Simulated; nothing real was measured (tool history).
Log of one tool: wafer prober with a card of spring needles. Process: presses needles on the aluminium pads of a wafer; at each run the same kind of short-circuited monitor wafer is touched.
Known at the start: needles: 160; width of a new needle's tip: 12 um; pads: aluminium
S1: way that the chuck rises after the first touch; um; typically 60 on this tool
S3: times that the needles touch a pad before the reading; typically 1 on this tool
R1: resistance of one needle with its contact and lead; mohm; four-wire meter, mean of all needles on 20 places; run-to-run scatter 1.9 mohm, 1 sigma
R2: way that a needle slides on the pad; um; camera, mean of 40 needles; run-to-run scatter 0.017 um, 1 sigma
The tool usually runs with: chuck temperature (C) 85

Run 1, hour 0: usual settings. Result: R1 204 mohm, R2 8.64 um.
At hour 8.6: tips cleaned on abrasive film.
At hour 29.2: tips cleaned on abrasive film.
Run 2, hour 36.9: usual settings. Result: R1 200 mohm, R2 8.66 um.
At hour 49: tips cleaned on abrasive film.
At hour 67.5: tips cleaned on abrasive film.
Run 3, hour 69.4: usual settings. Result: R1 205 mohm, R2 8.66 um.
At hour 86.3: tips cleaned on abrasive film.
At hour 106.3: tips cleaned on abrasive film.
Run 4, hour 122.6: usual settings. Result: R1 199 mohm, R2 8.65 um.
At hour 127: tips cleaned on abrasive film.
At hour 131.6: height of the first contact set anew.
At hour 147.5: tips cleaned on abrasive film.
At hour 168.9: tips cleaned on abrasive film.
Run 5, hour 169.6: usual settings but S1 69 um. Result: R1 200 mohm, R2 9.96 um.
At hour 186.7: tips cleaned on abrasive film.
At hour 207: tips cleaned on abrasive film.
At hour 227.2: tips cleaned on abrasive film.
Run 6, hour 229.9: usual settings but S1 69 um. Result: R1 203 mohm, R2 9.95 um.
At hour 245.3: tips cleaned on abrasive film.
At hour 265.4: tips cleaned on abrasive film.
At hour 286.8: tips cleaned on abrasive film.
Run 7, hour 286.8: usual settings but S1 69 um. Result: R1 198 mohm, R2 9.95 um.
At hour 306.5: tips cleaned on abrasive film.
At hour 325.9: tips cleaned on abrasive film.
Run 8, hour 325.9: usual settings but S1 69 um. Result: R1 203 mohm, R2 9.93 um.
At hour 344.7: tips cleaned on abrasive film.
At hour 365.8: tips cleaned on abrasive film.
At hour 383.4: tips cleaned on abrasive film.
Run 9, hour 383.4: usual settings but S1 69 um, S3 2. Result: R1 200 mohm, R2 9.97 um.
At hour 402.2: tips cleaned on abrasive film.
At hour 421.2: tips cleaned on abrasive film.
At hour 441.5: tips cleaned on abrasive film.
Run 10, hour 444.5: usual settings. Result: R1 202 mohm, R2 8.66 um.
At hour 459.9: tips cleaned on abrasive film.
At hour 480.1: tips cleaned on abrasive film.
Run 11, hour 482.2: usual settings but S1 64 um. Result: R1 201 mohm, R2 9.22 um.
At hour 499: tips cleaned on abrasive film.
At hour 519.8: tips cleaned on abrasive film.
Run 12, hour 536.7: usual settings but S1 64 um. Result: R1 201 mohm, R2 9.23 um.
At hour 541.1: tips cleaned on abrasive film.
At hour 560.4: tips cleaned on abrasive film.
Run 13, hour 574.8: usual settings. Result: R1 203 mohm, R2 8.65 um.
At hour 579.2: tips cleaned on abrasive film.
At hour 595.4: height of the first contact set anew.
At hour 599.7: tips cleaned on abrasive film.
At hour 621.1: tips cleaned on abrasive film.
Run 14, hour 628.2: usual settings but S1 44 um. Result: R1 204 mohm, R2 6.41 um.
At hour 640: tips cleaned on abrasive film.
At hour 658.2: tips cleaned on abrasive film.
Run 15, hour 658.2: usual settings but S1 44 um. Result: R1 206 mohm, R2 6.36 um.
At hour 676.8: tips cleaned on abrasive film.
At hour 696.9: tips cleaned on abrasive film.
Run 16, hour 713.1: usual settings but chuck temperature (C) 56. Result: R1 197 mohm, R2 8.64 um.
At hour 716.8: tips cleaned on abrasive film.
At hour 735.6: tips cleaned on abrasive film.
At hour 753.6: tips cleaned on abrasive film.
Run 17, hour 755.3: usual settings but chuck temperature (C) 56. Result: R1 197 mohm, R2 8.65 um.

Expected results for the next run?
At hour 771: tips cleaned on abrasive film.
At hour 790.2: tips cleaned on abrasive film.
Run 18, hour 790.2: usual settings but chuck temperature (C) 30. Result: R1 ?, R2 ?.

{"run 18": {"R1": 187, "R2": 8.66}}
On a tool with no hidden condition, and with the same random variation, this run would have come out at R1 187 mohm, R2 8.66 um.
